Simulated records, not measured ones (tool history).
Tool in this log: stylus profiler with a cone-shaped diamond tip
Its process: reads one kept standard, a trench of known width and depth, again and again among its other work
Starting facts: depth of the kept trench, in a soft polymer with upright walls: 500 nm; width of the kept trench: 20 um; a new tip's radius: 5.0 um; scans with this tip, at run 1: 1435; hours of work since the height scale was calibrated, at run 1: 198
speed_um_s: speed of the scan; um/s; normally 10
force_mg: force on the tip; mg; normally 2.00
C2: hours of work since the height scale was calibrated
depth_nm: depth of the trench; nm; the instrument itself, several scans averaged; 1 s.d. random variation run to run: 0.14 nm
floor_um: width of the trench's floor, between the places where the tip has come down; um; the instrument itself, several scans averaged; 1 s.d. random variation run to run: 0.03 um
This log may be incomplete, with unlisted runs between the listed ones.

run 1 hour=0.0 | speed_um_s=10 force_mg=2.00 | scans_with_this_tip=1435 C2=198 | depth_nm=506.32 floor_um=15.50
run 2 hour=45.9 | speed_um_s=10 force_mg=2.00 | scans_with_this_tip=1576 C2=217 | depth_nm=506.50 floor_um=15.53
run 3 hour=84.0 | speed_um_s=10 force_mg=2.00 | scans_with_this_tip=1693 C2=233 | depth_nm=506.38 floor_um=15.55
run 4 hour=110.3 | speed_um_s=10 force_mg=2.00 | scans_with_this_tip=1774 C2=244 | depth_nm=506.16 floor_um=15.54
run 5 hour=136.9 | speed_um_s=10 force_mg=2.00 | scans_with_this_tip=1856 C2=256 | depth_nm=506.35 floor_um=15.52
run 6 hour=183.7 | speed_um_s=9 force_mg=2.00 | scans_with_this_tip=2000 C2=276 | depth_nm=506.32 floor_um=15.45
run 7 hour=228.3 | speed_um_s=9 force_mg=2.00 | scans_with_this_tip=2137 C2=294 | depth_nm=506.66 floor_um=15.49
run 8 hour=273.5 | speed_um_s=9 force_mg=2.00 | scans_with_this_tip=2276 C2=314 | depth_nm=506.50 floor_um=15.49
run 9 hour=332.0 | speed_um_s=10 force_mg=2.00 | scans_with_this_tip=2456 C2=338 | depth_nm=506.39 floor_um=15.45
run 10 hour=383.9 | speed_um_s=21 force_mg=2.00 | scans_with_this_tip=2616 C2=360 | depth_nm=506.39 floor_um=15.47
run 11 hour=433.7 | speed_um_s=21 force_mg=0.76 | scans_with_this_tip=2769 C2=381 | depth_nm=503.70 floor_um=15.41
run 12 hour=480.3 | speed_um_s=21 force_mg=0.76 | scans_with_this_tip=2912 C2=401 | depth_nm=503.79 floor_um=15.35
-- hour=484.2 height scale calibrated on a step standard
run 13 hour=525.8 | speed_um_s=21 force_mg=0.76 | scans_with_this_tip=3050 C2=18 | depth_nm=504.22 floor_um=15.31
run 14 hour=561.4 | speed_um_s=21 force_mg=0.76 | scans_with_this_tip=3160 C2=33 | depth_nm=504.50 floor_um=15.33
run 15 hour=606.5 | speed_um_s=37 force_mg=1.58 | scans_with_this_tip=3299 C2=52 | depth_nm=506.30 floor_um=15.31
run 16 hour=658.0 | speed_um_s=4 force_mg=5.29 | scans_with_this_tip=3457 C2=74 | depth_nm=512.59 floor_um=15.46
run 17 hour=694.1 | speed_um_s=4 force_mg=5.29 | scans_with_this_tip=3568 C2=89 | depth_nm=512.69 floor_um=15.45
run 18 hour=740.0 | speed_um_s=6 force_mg=1.60 | scans_with_this_tip=3709 C2=108 | depth_nm=506.49 floor_um=15.42
run 19 hour=795.2 | speed_um_s=13 force_mg=0.82 | scans_with_this_tip=3879 C2=132 | depth_nm=504.66 floor_um=15.41

Alternative continuations, all from the tool just after run 19; predict every row:
-- hour=800.1 height scale calibrated on a step standard, once more
run A hour=829.7 | speed_um_s=10 force_mg=4.78 | scans_with_this_tip=3983 C2=13 | depth_nm=? floor_um=?
-- hour=800.1 height scale calibrated on a step standard, once more
run B hour=829.7 | speed_um_s=3 force_mg=2.48 | scans_with_this_tip=3983 C2=13 | depth_nm=? floor_um=?
-- hour=800.1 height scale calibrated on a step standard, once more
run C hour=829.7 | speed_um_s=3 force_mg=0.80 | scans_with_this_tip=3983 C2=13 | depth_nm=? floor_um=?
-- hour=800.1 height scale calibrated on a step standard, once more
run D hour=829.7 | speed_um_s=13 force_mg=3.65 | scans_with_this_tip=3983 C2=13 | depth_nm=? floor_um=?
-- hour=800.1 height scale calibrated on a step standard, once more
run E hour=829.7 | speed_um_s=34 force_mg=1.78 | scans_with_this_tip=3983 C2=13 | depth_nm=? floor_um=?

run=A depth_nm=510.62 floor_um=15.42
run=B depth_nm=507.07 floor_um=15.42
run=C depth_nm=503.28 floor_um=15.50
run=D depth_nm=508.91 floor_um=15.44
run=E depth_nm=505.40 floor_um=15.26
With no hidden state in the tool, these same runs would have given:
run=A depth_nm=510.56 floor_um=15.62
run=B depth_nm=507.01 floor_um=15.62
run=C depth_nm=503.22 floor_um=15.70
run=D depth_nm=508.85 floor_um=15.64
run=E depth_nm=505.34 floor_um=15.46
